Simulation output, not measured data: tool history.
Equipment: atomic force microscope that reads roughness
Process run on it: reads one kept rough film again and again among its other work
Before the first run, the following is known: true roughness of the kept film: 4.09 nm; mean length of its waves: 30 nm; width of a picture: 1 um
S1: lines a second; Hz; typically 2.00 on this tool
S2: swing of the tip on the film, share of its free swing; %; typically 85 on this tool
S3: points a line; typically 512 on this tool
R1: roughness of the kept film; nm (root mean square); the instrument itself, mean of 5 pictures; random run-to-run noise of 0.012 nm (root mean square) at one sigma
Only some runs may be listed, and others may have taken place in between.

{"run": 1, "day": 0.0, "S1": 2.0, "S2": 85, "S3": 512, "R1": 2.747}
{"run": 2, "day": 0.638, "S1": 2.0, "S2": 85, "S3": 512, "R1": 2.615}
{"day": 1.092, "done": "new tip fitted"}
{"run": 3, "day": 2.029, "S1": 2.0, "S2": 85, "S3": 512, "R1": 2.653}
{"day": 2.579, "done": "new tip fitted"}
{"run": 4, "day": 3.217, "S1": 1.41, "S2": 85, "S3": 512, "R1": 2.859}
{"day": 4.033, "done": "new tip fitted"}
{"run": 5, "day": 4.138, "S1": 1.25, "S2": 85, "S3": 512, "R1": 3.081}
{"run": 6, "day": 4.712, "S1": 1.25, "S2": 85, "S3": 512, "R1": 2.912}
{"day": 5.546, "done": "new tip fitted"}
{"run": 7, "day": 5.758, "S1": 2.0, "S2": 57, "S3": 512, "R1": 3.384}
{"run": 8, "day": 6.542, "S1": 2.0, "S2": 85, "S3": 757, "R1": 2.65}
{"day": 7.0, "done": "new tip fitted"}
{"run": 9, "day": 7.788, "S1": 2.0, "S2": 85, "S3": 757, "R1": 2.697}
{"day": 8.567, "done": "new tip fitted"}
{"run": 10, "day": 8.825, "S1": 2.0, "S2": 85, "S3": 757, "R1": 2.803}
{"run": 11, "day": 9.521, "S1": 2.0, "S2": 85, "S3": 757, "R1": 2.654}
{"day": 10.029, "done": "new tip fitted"}
{"run": 12, "day": 10.842, "S1": 2.0, "S2": 85, "S3": 319, "R1": 2.634}
{"day": 11.517, "done": "new tip fitted"}
{"run": 13, "day": 11.675, "S1": 2.0, "S2": 85, "S3": 319, "R1": 2.838}
{"run": 14, "day": 12.721, "S1": 2.0, "S2": 85, "S3": 512, "R1": 2.616}
{"day": 13.046, "done": "new tip fitted"}
{"run": 15, "day": 14.088, "S1": 2.0, "S2": 85, "S3": 512, "R1": 2.637}
{"day": 14.217, "done": "height scale calibrated on a step standard"}
{"day": 14.596, "done": "new tip fitted"}
{"run": 16, "day": 15.346, "S1": 2.0, "S2": 85, "S3": 512, "R1": 2.721}
{"day": 16.108, "done": "new tip fitted"}
{"run": 17, "day": 16.371, "S1": 2.0, "S2": 72, "S3": 512, "R1": 3.149}
{"run": 18, "day": 17.279, "S1": 2.0, "S2": 85, "S3": 259, "R1": 2.599}
{"day": 17.642, "done": "new tip fitted"}
{"run": 19, "day": 18.688, "S1": 1.11, "S2": 85, "S3": 512, "R1": 2.891}
{"day": 19.092, "done": "new tip fitted"}
{"run": 20, "day": 19.829, "S1": 1.08, "S2": 85, "S3": 512, "R1": 2.975}
{"day": 20.562, "done": "height scale calibrated on a step standard, once more"}
{"day": 20.583, "done": "new tip fitted"}
{"run": 21, "day": 20.771, "S1": 1.08, "S2": 85, "S3": 512, "R1": 3.085}
{"run": 22, "day": 21.892, "S1": 1.08, "S2": 85, "S3": 512, "R1": 2.871}
{"day": 22.067, "done": "new tip fitted"}
{"run": 23, "day": 23.229, "S1": 1.08, "S2": 85, "S3": 512, "R1": 2.848}
{"day": 23.504, "done": "new tip fitted"}
{"run": 24, "day": 23.888, "S1": 2.0, "S2": 85, "S3": 512, "R1": 2.753}
{"run": 25, "day": 24.771, "S1": 2.0, "S2": 85, "S3": 512, "R1": 2.568}
{"day": 24.967, "done": "new tip fitted"}
{"run": 26, "day": 25.658, "S1": 2.0, "S2": 85, "S3": 512, "R1": 2.688}
{"run": 27, "day": 26.238, "S1": 1.17, "S2": 85, "S3": 377, "R1": 2.861}
{"day": 26.433, "done": "new tip fitted"}
{"run": 28, "day": 27.129, "S1": 0.8, "S2": 81, "S3": 512, "R1": 3.116}
{"day": 27.967, "done": "new tip fitted"}
{"run": 29, "day": 28.446, "S1": 3.57, "S2": 89, "S3": 454, "R1": 2.19}
{"run": 30, "day": 29.275, "S1": 3.56, "S2": 85, "S3": 752, "R1": 2.176}
{"day": 29.462, "done": "new tip fitted"}
{"run": 31, "day": 30.55, "S1": 2.0, "S2": 84, "S3": 1015, "R1": 2.656}
{"day": 30.933, "done": "new tip fitted"}
{"run": 32, "day": 31.662, "S1": 2.0, "S2": 57, "S3": 512, "R1": 3.244}
{"run": 33, "day": 32.333, "S1": 2.0, "S2": 57, "S3": 512, "R1": 3.095}
{"day": 32.425, "done": "new tip fitted"}
{"run": 34, "day": 33.433, "S1": 1.33, "S2": 64, "S3": 266, "R1": 3.132}
{"day": 33.921, "done": "new tip fitted"}
{"run": 35, "day": 34.225, "S1": 2.0, "S2": 65, "S3": 437, "R1": 3.221}
{"day": 35.367, "done": "new tip fitted"}
{"run": 36, "day": 35.596, "S1": 0.93, "S2": 57, "S3": 512, "R1": 3.481}
{"day": 36.888, "done": "new tip fitted"}
{"run": 37, "day": 36.958, "S1": 0.93, "S2": 57, "S3": 512, "R1": 3.541}
{"run": 38, "day": 37.796, "S1": 0.99, "S2": 88, "S3": 623, "R1": 2.943}
{"day": 38.367, "done": "new tip fitted"}
{"run": 39, "day": 38.767, "S1": 0.99, "S2": 88, "S3": 623, "R1": 3.051}
{"day": 39.85, "done": "new tip fitted"}
{"run": 40, "day": 40.129, "S1": 0.99, "S2": 66, "S3": 266, "R1": 3.316}
{"run": 41, "day": 40.946, "S1": 0.71, "S2": 60, "S3": 263, "R1": 3.168}
{"day": 41.342, "done": "new tip fitted"}
{"run": 42, "day": 42.212, "S1": 1.63, "S2": 74, "S3": 421, "R1": 3.007}
{"day": 42.775, "done": "new tip fitted"}
{"run": 43, "day": 42.942, "S1": 0.61, "S2": 58, "S3": 512, "R1": 3.488}
{"day": 44.258, "done": "new tip fitted"}
{"run": 44, "day": 44.329, "S1": 0.61, "S2": 58, "S3": 512, "R1": 3.529}
{"run": 45, "day": 45.629, "S1": 0.61, "S2": 63, "S3": 373, "R1": 3.162}
{"day": 45.746, "done": "new tip fitted"}
{"run": 46, "day": 46.804, "S1": 0.61, "S2": 86, "S3": 320, "R1": 3.045}
{"day": 47.283, "done": "new tip fitted"}
{"run": 47, "day": 47.488, "S1": 2.0, "S2": 57, "S3": 415, "R1": 3.391}
{"run": 48, "day": 48.121, "S1": 2.0, "S2": 79, "S3": 512, "R1": 2.829}
{"day": 48.754, "done": "new tip fitted"}
{"run": 49, "day": 49.425, "S1": 3.29, "S2": 83, "S3": 511, "R1": 2.421}

Predict each of these 5 candidate next runs independently; none follows another, all start after run 49:
{"day": 50.212, "done": "new tip fitted"}
{"run": "A", "day": 50.846, "S1": 0.94, "S2": 65, "S3": 347, "R1": "?"}
{"day": 50.212, "done": "new tip fitted"}
{"run": "B", "day": 50.846, "S1": 0.75, "S2": 69, "S3": 514, "R1": "?"}
{"day": 50.212, "done": "new tip fitted"}
{"run": "C", "day": 50.846, "S1": 2.0, "S2": 55, "S3": 512, "R1": "?"}
{"day": 50.212, "done": "new tip fitted"}
{"run": "D", "day": 50.846, "S1": 1.32, "S2": 85, "S3": 779, "R1": "?"}
{"day": 50.212, "done": "new tip fitted"}
{"run": "E", "day": 50.846, "S1": 1.35, "S2": 68, "S3": 753, "R1": "?"}

run=A R1=3.307
run=B R1=3.327
run=C R1=3.274
run=D R1=2.949
run=E R1=3.238
Without the tool's hidden state the same runs would have given:
run=A R1=3.456
run=B R1=3.477
run=C R1=3.422
run=D R1=3.082
run=E R1=3.384
